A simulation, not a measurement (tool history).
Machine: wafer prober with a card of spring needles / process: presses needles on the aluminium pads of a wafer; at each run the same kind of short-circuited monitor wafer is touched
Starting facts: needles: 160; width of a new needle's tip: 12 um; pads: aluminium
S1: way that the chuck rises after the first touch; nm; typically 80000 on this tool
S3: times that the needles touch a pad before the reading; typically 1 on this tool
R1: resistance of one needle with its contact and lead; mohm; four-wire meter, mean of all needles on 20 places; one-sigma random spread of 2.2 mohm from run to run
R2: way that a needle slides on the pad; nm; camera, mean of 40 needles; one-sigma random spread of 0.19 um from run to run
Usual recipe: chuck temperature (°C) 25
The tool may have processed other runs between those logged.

Run 1, hour 0: usual settings. Result: R1 246 mohm, R2 19280 nm.
At hour 1: tips cleaned on abrasive film.
At hour 5.2: tips cleaned on abrasive film.
At hour 9.3: tips cleaned on abrasive film.
Run 2, hour 9.3: usual settings. Result: R1 248 mohm, R2 19740 nm.
At hour 13.9: tips cleaned on abrasive film.
Run 3, hour 17.5: usual settings but chuck temperature (°C) 80. Result: R1 267 mohm, R2 19620 nm.
At hour 18.5: tips cleaned on abrasive film.
At hour 23.2: tips cleaned on abrasive film.
Run 4, hour 25.4: usual settings but chuck temperature (°C) 80. Result: R1 260 mohm, R2 19960 nm.
At hour 28: tips cleaned on abrasive film.
At hour 32.4: tips cleaned on abrasive film.
Run 5, hour 32.5: usual settings but chuck temperature (°C) 80. Result: R1 266 mohm, R2 19590 nm.
At hour 37.2: tips cleaned on abrasive film.
Run 6, hour 40.5: usual settings but chuck temperature (°C) 80. Result: R1 261 mohm, R2 19770 nm.
At hour 41.5: tips cleaned on abrasive film.
At hour 45.9: tips cleaned on abrasive film.
Run 7, hour 48.5: usual settings but chuck temperature (°C) 80. Result: R1 263 mohm, R2 19370 nm.
At hour 50.7: tips cleaned on abrasive film.
Run 8, hour 54.1: usual settings but chuck temperature (°C) 67. Result: R1 258 mohm, R2 19700 nm.
At hour 55.1: tips cleaned on abrasive film.
At hour 59.4: tips cleaned on abrasive film.
Run 9, hour 60: usual settings but chuck temperature (°C) 67, S3 2. Result: R1 258 mohm, R2 19790 nm.
At hour 64.3: tips cleaned on abrasive film.
Run 10, hour 67.7: usual settings but chuck temperature (°C) 67, S3 2. Result: R1 265 mohm, R2 19750 nm.
At hour 68.7: tips cleaned on abrasive film.
At hour 73.4: tips cleaned on abrasive film.
At hour 78: tips cleaned on abrasive film.
Run 11, hour 78: usual settings. Result: R1 247 mohm, R2 19520 nm.
At hour 82.7: tips cleaned on abrasive film.
At hour 87: tips cleaned on abrasive film.
Run 12, hour 88: usual settings. Result: R1 250 mohm, R2 19630 nm.
At hour 91.2: tips cleaned on abrasive film.
At hour 96: tips cleaned on abrasive film.
Run 13, hour 96.1: usual settings. Result: R1 248 mohm, R2 19350 nm.
At hour 100.4: tips cleaned on abrasive film.
Run 14, hour 102.2: usual settings. Result: R1 248 mohm, R2 19370 nm.
At hour 104.8: tips cleaned on abrasive film.
Run 15, hour 108.8: usual settings. Result: R1 252 mohm, R2 19180 nm.
At hour 109.8: tips cleaned on abrasive film.
At hour 114.2: tips cleaned on abrasive film.
Run 16, hour 117.7: usual settings but S1 67000 nm, chuck temperature (°C) 105. Result: R1 272 mohm, R2 16160 nm.
At hour 118.6: tips cleaned on abrasive film.
At hour 122.9: tips cleaned on abrasive film.
Run 17, hour 124.4: usual settings but S1 74000 nm. Result: R1 247 mohm, R2 18330 nm.
At hour 127.4: tips cleaned on abrasive film.
Run 18, hour 130.6: usual settings but S1 93000 nm, chuck temperature (°C) 50, S3 3. Result: R1 255 mohm, R2 22650 nm.
At hour 132.1: tips cleaned on abrasive film.
Run 19, hour 136: usual settings but S1 93000 nm, chuck temperature (°C) 50, S3 3. Result: R1 253 mohm, R2 22570 nm.
At hour 137: tips cleaned on abrasive film.
At hour 141.3: tips cleaned on abrasive film.
Run 20, hour 143.8: usual settings but S1 93000 nm, chuck temperature (°C) 52, S3 3. Result: R1 258 mohm, R2 22820 nm.
At hour 146.2: tips cleaned on abrasive film.
Run 21, hour 148.6: usual settings but chuck temperature (°C) 122, S3 2. Result: R1 280 mohm, R2 19430 nm.
At hour 150.7: tips cleaned on abrasive film.
At hour 155.3: tips cleaned on abrasive film.
Run 22, hour 157.9: usual settings but S3 2. Result: R1 251 mohm, R2 19550 nm.
At hour 160: tips cleaned on abrasive film.
At hour 164.6: tips cleaned on abrasive film.
Run 23, hour 167.5: usual settings but S3 2. Result: R1 250 mohm, R2 19530 nm.
At hour 169.6: tips cleaned on abrasive film.
At hour 174.4: tips cleaned on abrasive film.
Run 24, hour 174.5: usual settings but S1 73000 nm. Result: R1 245 mohm, R2 17900 nm.
At hour 179: tips cleaned on abrasive film.
Run 25, hour 181.6: usual settings but S1 73000 nm. Result: R1 248 mohm, R2 18090 nm.
At hour 183.8: tips cleaned on abrasive film.
At hour 188.1: tips cleaned on abrasive film.
Run 26, hour 191.4: usual settings but S1 63000 nm, S3 2. Result: R1 252 mohm, R2 15200 nm.
At hour 192.8: tips cleaned on abrasive film.
At hour 197.2: tips cleaned on abrasive film.
Run 27, hour 200.8: usual settings but S1 91000 nm, chuck temperature (°C) 49, S3 2. Result: R1 258 mohm, R2 22320 nm.
At hour 201.4: tips cleaned on abrasive film.
At hour 205.9: tips cleaned on abrasive film.
Run 28, hour 205.9: usual settings but S3 2. Result: R1 247 mohm, R2 19560 nm.
At hour 210.2: tips cleaned on abrasive film.
Run 29, hour 210.2: usual settings but S3 2. Result: R1 250 mohm, R2 19410 nm.
At hour 214.7: tips cleaned on abrasive film.
At hour 219: tips cleaned on abrasive film.
Run 30, hour 219.2: usual settings but S3 2. Result: R1 248 mohm, R2 19630 nm.

Here are 5 independent what-if runs from the current tool condition. What would each one return?
At hour 223.6: tips cleaned on abrasive film.
At hour 228.1: tips cleaned on abrasive film.
Run A, hour 228.7: usual settings but chuck temperature (°C) 38. Result: R1 ?, R2 ?.
At hour 223.6: tips cleaned on abrasive film.
At hour 228.1: tips cleaned on abrasive film.
Run B, hour 228.7: usual settings but S1 76000 nm, chuck temperature (°C) 30, S3 2. Result: R1 ?, R2 ?.
At hour 223.6: tips cleaned on abrasive film.
At hour 228.1: tips cleaned on abrasive film.
Run C, hour 228.7: usual settings but chuck temperature (°C) 98, S3 2. Result: R1 ?, R2 ?.
At hour 223.6: tips cleaned on abrasive film.
At hour 228.1: tips cleaned on abrasive film.
Run D, hour 228.7: usual settings but chuck temperature (°C) 57, S3 2. Result: R1 ?, R2 ?.
At hour 223.6: tips cleaned on abrasive film.
At hour 228.1: tips cleaned on abrasive film.
Run E, hour 228.7: usual settings but S1 93000 nm, S3 2. Result: R1 ?, R2 ?.

run   R1     R2
  A  256  19340
  B  251  18720
  C  272  19620
  D  259  19260
  E  250  22540
Had the tool no hidden state, the same runs would have come out as:
run   R1     R2
  A  256  19390
  B  251  18770
  C  272  19670
  D  259  19320
  E  250  22590
